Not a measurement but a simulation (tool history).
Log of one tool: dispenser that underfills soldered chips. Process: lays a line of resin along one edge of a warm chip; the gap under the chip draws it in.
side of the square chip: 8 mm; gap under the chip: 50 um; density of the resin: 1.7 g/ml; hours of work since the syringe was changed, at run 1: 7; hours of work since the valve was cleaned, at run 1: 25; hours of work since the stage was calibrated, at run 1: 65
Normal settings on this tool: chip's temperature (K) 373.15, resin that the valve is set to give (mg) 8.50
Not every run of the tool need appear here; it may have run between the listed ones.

run,day,chip's temperature (K),resin that the valve is set to give (mg),hours of work since the syringe was changed,hours of work since the valve was cleaned,hours of work since the stage was calibrated,time until the resin shows at the far edge (s),resin that the valve gave (mg)
1,0.000,373.15,8.50,7,25,65,130.1,8.24
2,0.100,373.15,8.50,9,27,67,138.8,8.25
# day 0.254: new syringe of resin
3,0.321,373.15,8.50,1,30,71,108.9,8.23
4,0.533,373.15,8.50,5,34,75,121.6,8.21
5,0.742,373.15,8.50,9,38,78,137.2,8.18
6,0.900,373.15,8.50,12,41,81,151.0,8.12
# day 0.925: new syringe of resin
7,1.008,384.15,8.50,1,42,83,69.7,8.08
8,1.108,373.15,9.87,3,44,85,112.3,9.37
9,1.296,382.15,8.50,7,48,88,88.4,8.13
10,1.512,373.15,10.95,10,51,92,137.3,10.45
# day 1.592: new syringe of resin
11,1.738,373.15,8.50,3,55,96,109.8,8.09
12,1.938,373.15,8.50,6,59,99,124.1,8.07
# day 2.104: dispensing valve cleaned and set on the balance
13,2.125,373.15,8.50,9,0,102,132.2,8.46
14,2.229,373.15,8.50,11,2,104,139.0,8.43
# day 2.300: new syringe of resin
15,2.346,362.15,8.50,1,4,106,172.8,8.45
16,2.508,359.15,8.50,4,7,109,215.9,8.36
17,2.712,374.15,8.50,7,11,112,120.1,8.44
18,2.908,374.15,8.50,11,14,116,134.0,8.33
# day 2.967: new syringe of resin
19,3.083,374.15,8.50,2,17,119,104.9,8.41
20,3.196,374.15,7.24,4,19,121,115.7,7.14
21,3.408,374.15,7.24,8,23,125,131.4,7.15
# day 3.638: new syringe of resin
22,3.638,385.15,7.73,0,27,128,63.9,7.55
23,3.792,379.15,9.74,3,29,131,85.1,9.47
24,3.958,379.15,9.74,6,32,134,92.8,9.51
25,4.079,378.15,8.62,8,35,136,105.0,8.33
26,4.196,378.15,8.62,10,37,138,109.7,8.32
# day 4.304: new syringe of resin
27,4.383,367.15,10.95,1,40,142,137.0,10.53
28,4.504,369.15,7.61,4,42,144,137.8,7.38
29,4.642,378.15,9.73,6,44,146,99.3,9.35
30,4.842,378.15,9.73,10,48,150,107.3,9.35
# day 4.971: new syringe of resin
31,5.029,378.15,9.73,1,51,153,83.5,9.24
32,5.167,364.15,9.75,4,54,155,166.6,9.36
33,5.338,371.15,8.50,7,57,158,136.7,8.02
34,5.483,383.15,10.88,9,59,161,87.4,10.23
# day 5.625: dispensing valve cleaned and set on the balance
35,5.638,380.15,7.48,11,0,163,108.3,7.53
# day 5.679: new syringe of resin
36,5.871,373.15,8.12,3,4,167,112.1,8.08

Results per run with the tool's hidden condition removed, run-to-run variation unchanged:
The hidden state here: resin's viscosity, % of fresh resin's; dose that the valve gives, % of what is set; true chip temperature over the reading, C; drift of the gauge itself on fill_s, %; drift of the gauge itself on given_mg, %.
run,time until the resin shows at the far edge (s),resin that the valve gave (mg)
1,105.3,8.45
2,106.6,8.48
3,107.1,8.48
4,106.7,8.49
5,107.7,8.49
6,108.9,8.45
7,68.1,8.43
8,104.4,9.79
9,74.2,8.51
10,103.0,10.98
11,105.0,8.53
12,106.4,8.54
13,105.8,8.48
14,105.3,8.46
15,175.2,8.50
16,200.7,8.43
17,99.7,8.53
18,100.2,8.45
19,101.6,8.55
20,105.3,7.28
21,106.8,7.31
22,66.4,7.75
23,81.7,9.74
24,81.5,9.81
25,86.3,8.61
26,84.6,8.61
27,137.1,10.93
28,128.1,7.67
29,86.3,9.75
30,83.6,9.77
31,84.3,9.69
32,156.6,9.84
33,116.8,8.45
34,69.3,10.82
35,81.1,7.53
36,107.0,8.12

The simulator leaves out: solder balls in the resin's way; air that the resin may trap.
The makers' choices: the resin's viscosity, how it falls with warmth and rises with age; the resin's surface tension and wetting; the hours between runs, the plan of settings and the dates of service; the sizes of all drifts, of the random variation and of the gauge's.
